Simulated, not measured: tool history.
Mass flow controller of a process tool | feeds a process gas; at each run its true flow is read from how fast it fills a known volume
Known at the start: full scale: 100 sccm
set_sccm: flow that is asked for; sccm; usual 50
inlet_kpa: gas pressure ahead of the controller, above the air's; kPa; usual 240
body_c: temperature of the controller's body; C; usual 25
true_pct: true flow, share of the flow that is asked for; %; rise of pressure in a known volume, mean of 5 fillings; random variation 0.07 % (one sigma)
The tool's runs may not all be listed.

Run 1, hour 0.0: usual settings. Result: true_pct 98.32 %.
Run 2, hour 63.1: usual settings. Result: true_pct 98.21 %.
Run 3, hour 151.3: usual settings. Result: true_pct 98.15 %.
Run 4, hour 217.8: usual settings but body_c 22 C. Result: true_pct 98.43 %.
Run 5, hour 271.2: usual settings but body_c 22 C. Result: true_pct 98.49 %.
Run 6, hour 320.3: usual settings. Result: true_pct 98.19 %.
Run 7, hour 364.8: usual settings but set_sccm 14 sccm. Result: true_pct 97.12 %.
Run 8, hour 459.2: usual settings but set_sccm 14 sccm. Result: true_pct 97.17 %.
Run 9, hour 513.2: usual settings. Result: true_pct 98.16 %.
Run 10, hour 579.1: usual settings. Result: true_pct 98.15 %.
Run 11, hour 632.4: usual settings. Result: true_pct 98.04 %.
Run 12, hour 708.8: usual settings. Result: true_pct 98.14 %.
Run 13, hour 776.4: usual settings. Result: true_pct 98.32 %.
Run 14, hour 823.7: usual settings but set_sccm 43 sccm. Result: true_pct 97.96 %.
Run 15, hour 867.2: usual settings but inlet_kpa 207 kPa. Result: true_pct 98.45 %.
Run 16, hour 924.5: usual settings but inlet_kpa 207 kPa. Result: true_pct 98.52 %.
Run 17, hour 987.2: usual settings but inlet_kpa 207 kPa. Result: true_pct 98.54 %.
Run 18, hour 1065.4: usual settings but body_c 37 C. Result: true_pct 96.88 %.
Run 19, hour 1120.6: usual settings but body_c 37 C. Result: true_pct 96.90 %.
Run 20, hour 1204.0: usual settings but set_sccm 21 sccm. Result: true_pct 97.42 %.
Run 21, hour 1284.4: usual settings but set_sccm 21 sccm. Result: true_pct 97.41 %.
Run 22, hour 1343.1: usual settings but set_sccm 21 sccm. Result: true_pct 97.46 %.
Run 23, hour 1424.2: usual settings but set_sccm 21 sccm. Result: true_pct 97.41 %.
Run 24, hour 1505.5: usual settings but set_sccm 21 sccm. Result: true_pct 97.30 %.
Run 25, hour 1548.5: usual settings but inlet_kpa 209 kPa, body_c 24 C. Result: true_pct 98.53 %.
Run 26, hour 1644.6: usual settings but body_c 26 C. Result: true_pct 98.07 %.
Run 27, hour 1707.9: usual settings but set_sccm 31 sccm, body_c 20 C. Result: true_pct 98.19 %.
Run 28, hour 1791.1: usual settings but set_sccm 31 sccm, body_c 20 C. Result: true_pct 98.03 %.
Run 29, hour 1834.3: usual settings but set_sccm 31 sccm, body_c 20 C. Result: true_pct 98.15 %.
Run 30, hour 1884.0: usual settings but set_sccm 31 sccm, inlet_kpa 182 kPa, body_c 20 C. Result: true_pct 98.46 %.
Run 31, hour 1935.7: usual settings but inlet_kpa 272 kPa, body_c 37 C. Result: true_pct 96.73 %.
Run 32, hour 2025.3: usual settings but set_sccm 40 sccm, inlet_kpa 234 kPa. Result: true_pct 98.02 %.
Run 33, hour 2120.9: usual settings but set_sccm 40 sccm, inlet_kpa 234 kPa. Result: true_pct 97.91 %.
Run 34, hour 2206.8: usual settings but set_sccm 40 sccm, inlet_kpa 234 kPa. Result: true_pct 98.03 %.
Run 35, hour 2274.4: usual settings but set_sccm 40 sccm, inlet_kpa 234 kPa. Result: true_pct 97.94 %.
Run 36, hour 2342.1: usual settings but set_sccm 38 sccm, inlet_kpa 152 kPa. Result: true_pct 98.43 %.
Run 37, hour 2385.9: usual settings but set_sccm 38 sccm, inlet_kpa 195 kPa, body_c 30 C. Result: true_pct 97.44 %.
Run 38, hour 2453.5: usual settings but inlet_kpa 235 kPa, body_c 30 C. Result: true_pct 97.75 %.
Run 39, hour 2499.2: usual settings but set_sccm 58 sccm, inlet_kpa 149 kPa. Result: true_pct 98.99 %.
Run 40, hour 2570.2: usual settings but set_sccm 16 sccm, inlet_kpa 196 kPa, body_c 27 C. Result: true_pct 97.23 %.
Run 41, hour 2624.3: usual settings but set_sccm 41 sccm, inlet_kpa 185 kPa, body_c 34 C. Result: true_pct 97.28 %.
Run 42, hour 2693.3: usual settings but set_sccm 37 sccm, inlet_kpa 175 kPa, body_c 30 C. Result: true_pct 97.65 %.
Run 43, hour 2753.0: usual settings but set_sccm 10 sccm, inlet_kpa 177 kPa. Result: true_pct 97.38 %.
Run 44, hour 2835.9: usual settings but set_sccm 22 sccm, body_c 20 C. Result: true_pct 97.78 %.
Run 45, hour 2882.4: usual settings but set_sccm 16 sccm, inlet_kpa 238 kPa, body_c 24 C. Result: true_pct 97.37 %.
Run 46, hour 2924.2: usual settings but set_sccm 51 sccm, body_c 27 C. Result: true_pct 98.00 %.
Run 47, hour 3006.5: usual settings but set_sccm 31 sccm, inlet_kpa 228 kPa, body_c 20 C. Result: true_pct 98.22 %.
Run 48, hour 3051.5: usual settings but set_sccm 10 sccm. Result: true_pct 96.96 %.

Forecast each of these 3 alternatives for the next run:
Run A, hour 3101.8: usual settings but set_sccm 16 sccm, inlet_kpa 161 kPa, body_c 40 C. Result: true_pct ?.
Run B, hour 3101.8: usual settings. Result: true_pct ?.
Run C, hour 3101.8: usual settings but set_sccm 30 sccm, body_c 40 C. Result: true_pct ?.

run  true_pct
  A     96.13
  B     98.16
  C     95.94
Without the tool's hidden state the same runs would have given:
run  true_pct
  A     96.12
  B     98.17
  C     95.94
